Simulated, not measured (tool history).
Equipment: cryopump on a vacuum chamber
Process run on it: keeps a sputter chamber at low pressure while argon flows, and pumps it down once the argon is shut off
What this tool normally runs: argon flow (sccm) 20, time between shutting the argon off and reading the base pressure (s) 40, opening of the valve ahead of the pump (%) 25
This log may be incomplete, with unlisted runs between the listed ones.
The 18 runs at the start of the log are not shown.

run,hour,argon flow (sccm),time between shutting the argon off and reading the base pressure (s),opening of the valve ahead of the pump (%),hours of work since the pump was warmed up and emptied,hours of work since the cold head was overhauled,hours of work since the chamber's fittings were tightened,pressure while argon flows (Pa),pressure after the wait (uPa)
19,1680.5,22,45,25,64,1420,97,0.0697,1.52
20,1776.4,10,185,42,105,1461,138,0.0193,0.63
21,1875.3,10,170,42,147,1504,180,0.0184,0.72
22,1990.5,22,178,16,196,1553,229,0.1103,0.72
23,2064.3,22,22,27,228,1584,260,0.0661,2.96
24,2142.0,20,108,25,261,1618,294,0.0655,1.04
25,2247.1,20,108,25,306,1662,339,0.0656,1.07
# hour 2303.5: pump warmed up, emptied and cooled again
26,2352.3,20,108,25,21,1705,381,0.0625,1.06
27,2408.0,15,62,57,45,1729,405,0.0204,1.52
28,2465.6,15,62,57,69,1754,430,0.0217,1.53
29,2560.1,37,27,23,110,1794,470,0.1262,2.83
30,2618.1,37,27,23,134,1819,495,0.1270,2.78
31,2711.8,18,27,17,174,1859,535,0.0838,2.88
32,2809.8,8,216,21,216,1901,577,0.0310,1.06
33,2890.6,10,22,23,251,1935,611,0.0351,3.53
34,2940.7,10,22,23,272,1957,633,0.0348,3.55
35,3021.0,10,22,23,307,1991,667,0.0353,3.54

Below are 3 alternative next runs, each starting from the tool's condition after run 35. Predict each:
# hour 3069.8: pump warmed up, emptied and cooled again
A,3091.9,14,28,37,9,2019,695,?,?
# hour 3069.8: pump warmed up, emptied and cooled again
B,3091.9,11,40,20,9,2019,695,?,?
# hour 3069.8: pump warmed up, emptied and cooled again
C,3091.9,10,216,37,9,2019,695,?,?

run,pressure while argon flows (Pa),pressure after the wait (uPa)
A,0.0289,2.91
B,0.0436,2.34
C,0.0219,1.11
Without the tool's unlogged condition, the same runs would have read:
run,pressure while argon flows (Pa),pressure after the wait (uPa)
A,0.0286,2.22
B,0.0433,1.64
C,0.0217,0.41
